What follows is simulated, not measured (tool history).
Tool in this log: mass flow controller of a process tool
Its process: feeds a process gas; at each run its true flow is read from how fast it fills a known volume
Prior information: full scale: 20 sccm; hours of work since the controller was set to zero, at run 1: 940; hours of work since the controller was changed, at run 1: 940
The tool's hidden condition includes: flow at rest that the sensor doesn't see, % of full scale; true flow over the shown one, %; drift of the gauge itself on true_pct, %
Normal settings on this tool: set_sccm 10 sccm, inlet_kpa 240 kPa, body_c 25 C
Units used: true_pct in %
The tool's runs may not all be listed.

run    hour  set_sccm  inlet_kpa  body_c  hours of work since the controller was set to zero  hours of work since the controller was changed  true_pct
  1     0.0        10        240      25                                                 940                                             940     99.35
  2    83.9         4        240      25                                                 973                                             973     98.61
  3   221.3         4        240      25                                                1027                                            1027     98.81
  4   287.9        12        240      25                                                1053                                            1053     99.48
  5   364.4        12        240      25                                                1084                                            1084     99.58
  6   434.9        12        240      25                                                1111                                            1111     99.55
  7   551.7         6        199      32                                                1158                                            1158     99.59
  8   705.5         6        199      32                                                1218                                            1218     99.32
  9   849.2         6        199      32                                                1275                                            1275     99.39
 10   972.9        14        148      23                                                1324                                            1324     98.88
 11  1071.2         2        240      21                                                1363                                            1363     98.24

Below are 3 alternative next runs, each starting from the tool's condition after run 11. Predict each:
  A  1223.0         2        161      21                                                1422                                            1422         ?
  B  1223.0         4        160      31                                                1422                                            1422         ?
  C  1223.0        15        259      34                                                1422                                            1422         ?

run  true_pct
  A     97.70
  B     98.90
  C    100.77
Stripped of hidden state, with their random variation kept, the same runs would have yielded:
run  true_pct
  A     97.72
  B     98.90
  C    100.77
